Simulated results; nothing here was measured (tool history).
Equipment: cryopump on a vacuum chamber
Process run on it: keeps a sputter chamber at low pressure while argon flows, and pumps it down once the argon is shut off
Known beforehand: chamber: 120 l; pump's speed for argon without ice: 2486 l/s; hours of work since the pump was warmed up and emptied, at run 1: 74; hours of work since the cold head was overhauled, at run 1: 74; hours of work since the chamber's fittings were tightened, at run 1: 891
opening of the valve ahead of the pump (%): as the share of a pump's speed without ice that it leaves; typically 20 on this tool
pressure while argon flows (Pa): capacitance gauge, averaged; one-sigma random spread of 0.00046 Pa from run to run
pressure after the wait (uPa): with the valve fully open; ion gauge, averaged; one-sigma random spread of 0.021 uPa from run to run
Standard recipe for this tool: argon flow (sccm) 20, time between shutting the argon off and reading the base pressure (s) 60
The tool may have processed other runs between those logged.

run  hour  argon flow (sccm)  time between shutting the argon off and reading the base pressure (s)  opening of the valve ahead of the pump (%)  hours of work since the pump was warmed up and emptied  hours of work since the cold head was overhauled  hours of work since the chamber's fittings were tightened  pressure while argon flows (Pa)  pressure after the wait (uPa)
  1   0.0                 20                                                                     60                                          20                                                      74                                                74                                                        891                           0.0674                           0.67
  2  10.6                 20                                                                     60                                          20                                                      81                                                81                                                        898                           0.0683                           0.66
  3  20.6                 20                                                                     60                                          20                                                      87                                                87                                                        905                           0.0691                           0.67
  4  32.0                 20                                                                     60                                          20                                                      95                                                95                                                        912                           0.0687                           0.63
  5  47.2                 13                                                                     60                                          20                                                     104                                               104                                                        922                           0.0447                           0.65
  6  62.6                 13                                                                     60                                          20                                                     114                                               114                                                        931                           0.0453                           0.65
  7  82.3                 20                                                                     60                                          20                                                     127                                               127                                                        944                           0.0682                           0.70
  8  96.7                 20                                                                     60                                          21                                                     136                                               136                                                        953                           0.0658                           0.70

Run 9, settings as shown, results not yet in. Your forecast:
  9  115.8                 16                                                                    243                                          58                                                     148                                               148                                                        965                                ?                              ?

pressure while argon flows (Pa): 0.0195
pressure after the wait (uPa): 0.49
Minus the tool's unlogged condition, the same run would have read pressure while argon flows (Pa) 0.0188, pressure after the wait (uPa) 0.19.
